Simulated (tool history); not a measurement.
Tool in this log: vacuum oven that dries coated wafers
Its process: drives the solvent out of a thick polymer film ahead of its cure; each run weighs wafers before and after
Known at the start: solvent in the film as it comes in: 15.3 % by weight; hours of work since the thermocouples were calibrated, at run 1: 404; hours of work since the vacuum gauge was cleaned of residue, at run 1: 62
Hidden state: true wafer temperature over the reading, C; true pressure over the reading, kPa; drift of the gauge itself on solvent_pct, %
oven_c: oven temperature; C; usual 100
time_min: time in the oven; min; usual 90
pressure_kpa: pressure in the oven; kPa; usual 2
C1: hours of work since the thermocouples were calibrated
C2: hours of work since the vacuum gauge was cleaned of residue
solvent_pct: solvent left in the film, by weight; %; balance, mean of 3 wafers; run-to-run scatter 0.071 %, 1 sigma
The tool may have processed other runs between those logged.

Run 1, hour 0: usual settings; C1 404; C2 62. Result: solvent_pct 5.3 %.
Run 2, hour 10.9: usual settings but pressure_kpa 1.62 kPa; C1 412; C2 70. Result: solvent_pct 4.99 %.
Run 3, hour 25.4: usual settings but pressure_kpa 4.47 kPa; C1 423; C2 81. Result: solvent_pct 7.28 %.
Run 4, hour 32.7: usual settings but pressure_kpa 4.47 kPa; C1 429; C2 86. Result: solvent_pct 7.37 %.
Run 5, hour 46.2: usual settings; C1 439; C2 96. Result: solvent_pct 5.49 %.
Run 6, hour 53.8: usual settings; C1 444; C2 102. Result: solvent_pct 5.31 %.
Run 7, hour 60.7: usual settings; C1 449; C2 107. Result: solvent_pct 5.34 %.
Run 8, hour 74.8: usual settings; C1 460; C2 118. Result: solvent_pct 5.36 %.
Run 9, hour 88.5: usual settings; C1 470; C2 128. Result: solvent_pct 5.46 %.
Run 10, hour 95.9: usual settings; C1 476; C2 133. Result: solvent_pct 5.54 %.
Run 11, hour 104.9: usual settings; C1 482; C2 140. Result: solvent_pct 5.34 %.
Run 12, hour 117.9: usual settings but pressure_kpa 1.89 kPa; C1 492; C2 150. Result: solvent_pct 5.2 %.
Run 13, hour 126.4: usual settings but pressure_kpa 1.89 kPa; C1 499; C2 156. Result: solvent_pct 5.35 %.
Run 14, hour 132.5: usual settings but time_min 149 min; C1 503; C2 161. Result: solvent_pct 3.59 %.
Run 15, hour 143.1: usual settings but oven_c 106 C; C1 511; C2 169. Result: solvent_pct 4.21 %.
Run 16, hour 153.8: usual settings but oven_c 106 C; C1 519; C2 177. Result: solvent_pct 4.15 %.
Run 17, hour 166: usual settings but oven_c 106 C; C1 528; C2 186. Result: solvent_pct 4.13 %.
Run 18, hour 171.8: usual settings but oven_c 108 C, pressure_kpa 5.98 kPa; C1 532; C2 190. Result: solvent_pct 6.52 %.
Run 19, hour 185.8: usual settings but oven_c 113 C, time_min 133 min, pressure_kpa 1.26 kPa; C1 543; C2 200. Result: solvent_pct 1.4 %.
Run 20, hour 194.1: usual settings but oven_c 85 C, time_min 133 min, pressure_kpa 2.52 kPa; C1 549; C2 207. Result: solvent_pct 8.2 %.
Run 21, hour 200.1: usual settings but oven_c 91 C, time_min 133 min, pressure_kpa 7.28 kPa; C1 553; C2 211. Result: solvent_pct 12.02 %.
Run 22, hour 209.6: usual settings but time_min 91 min; C1 561; C2 218. Result: solvent_pct 5.42 %.
Run 23, hour 219.7: usual settings but oven_c 95 C, time_min 117 min; C1 568; C2 226. Result: solvent_pct 5.54 %.
Run 24, hour 231.4: usual settings but oven_c 101 C, time_min 114 min; C1 577; C2 234. Result: solvent_pct 4.38 %.
Run 25, hour 242.4: usual settings but oven_c 101 C, time_min 114 min, pressure_kpa 5.47 kPa; C1 585; C2 243. Result: solvent_pct 7.45 %.
Run 26, hour 252.8: usual settings but oven_c 93 C, pressure_kpa 2.09 kPa; C1 593; C2 250. Result: solvent_pct 6.97 %.
Run 27, hour 259: usual settings but oven_c 92 C, time_min 73 min, pressure_kpa 2.09 kPa; C1 597; C2 255. Result: solvent_pct 7.9 %.
Run 28, hour 266: usual settings but oven_c 92 C, time_min 73 min, pressure_kpa 2.09 kPa; C1 603; C2 260. Result: solvent_pct 8.08 %.
Run 29, hour 276.1: usual settings but oven_c 92 C, time_min 73 min, pressure_kpa 2.09 kPa; C1 610; C2 268. Result: solvent_pct 8.19 %.
Run 30, hour 285.3: usual settings but time_min 93 min, pressure_kpa 5.52 kPa; C1 617; C2 275. Result: solvent_pct 8.45 %.

What will run 31 give?
Run 31, hour 296.4: usual settings but time_min 93 min, pressure_kpa 5.52 kPa; C1 625; C2 283. Result: solvent_pct ?.

{"run 31": {"solvent_pct": 8.26}}
With no hidden state in the tool, this same run would have given solvent_pct 7.72 %.
